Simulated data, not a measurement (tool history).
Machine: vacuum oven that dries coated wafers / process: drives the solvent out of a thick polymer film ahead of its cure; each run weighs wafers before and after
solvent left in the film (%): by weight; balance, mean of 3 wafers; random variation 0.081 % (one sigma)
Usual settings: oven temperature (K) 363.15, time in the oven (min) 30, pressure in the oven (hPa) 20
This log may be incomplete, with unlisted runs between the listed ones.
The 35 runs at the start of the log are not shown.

| run | hour | oven temperature (K) | time in the oven (min) | pressure in the oven (hPa) | hours of work since the thermocouples were calibrated | hours of work since the vacuum gauge was cleaned of residue | solvent left in the film (%) |
|---|---|---|---|---|---|---|---|
|  | 2222.8 | oven's thermocouples calibrated |
| 36 | 2294.6 | 375.15 | 44 | 21.6 | 47 | 1686 | 3.84 |
| 37 | 2376.8 | 375.15 | 44 | 21.6 | 100 | 1739 | 3.78 |
| 38 | 2455.8 | 375.15 | 44 | 11.4 | 152 | 1791 | 2.59 |
|  | 2502.9 | vacuum gauge cleaned of residue and calibrated |
| 39 | 2514.3 | 363.15 | 20 | 43.7 | 189 | 7 | 11.51 |
| 40 | 2583.9 | 363.15 | 20 | 43.7 | 234 | 53 | 11.14 |
| 41 | 2638.2 | 374.15 | 49 | 20 | 270 | 88 | 2.71 |
| 42 | 2694.1 | 374.15 | 49 | 20 | 306 | 125 | 2.69 |
| 43 | 2742.9 | 374.15 | 29 | 20 | 338 | 156 | 3.26 |
| 44 | 2832.9 | 374.15 | 29 | 23.5 | 397 | 215 | 3.89 |
| 45 | 2922.6 | 374.15 | 38 | 23.5 | 455 | 273 | 3.33 |
| 46 | 2991.5 | 349.15 | 30 | 27.9 | 500 | 318 | 13.21 |

Predict each of these 5 candidate next runs independently; none follows another, all start after run 46:
| A | 3068.7 | 353.15 | 20 | 20 | 550 | 369 | ? |
| B | 3068.7 | 358.15 | 22 | 20 | 550 | 369 | ? |
| C | 3068.7 | 368.15 | 15 | 16.6 | 550 | 369 | ? |
| D | 3068.7 | 363.15 | 26 | 17.1 | 550 | 369 | ? |
| E | 3068.7 | 364.15 | 52 | 53.2 | 550 | 369 | ? |

| run | solvent left in the film (%) |
|---|---|
| A | 11.74 |
| B | 9.47 |
| C | 7.38 |
| D | 6.39 |
| E | 9.89 |
Take away the tool's hidden state, keep each run's random variation, and the runs would have read:
| run | solvent left in the film (%) |
|---|---|
| A | 11.93 |
| B | 9.68 |
| C | 7.62 |
| D | 6.57 |
| E | 10.12 |
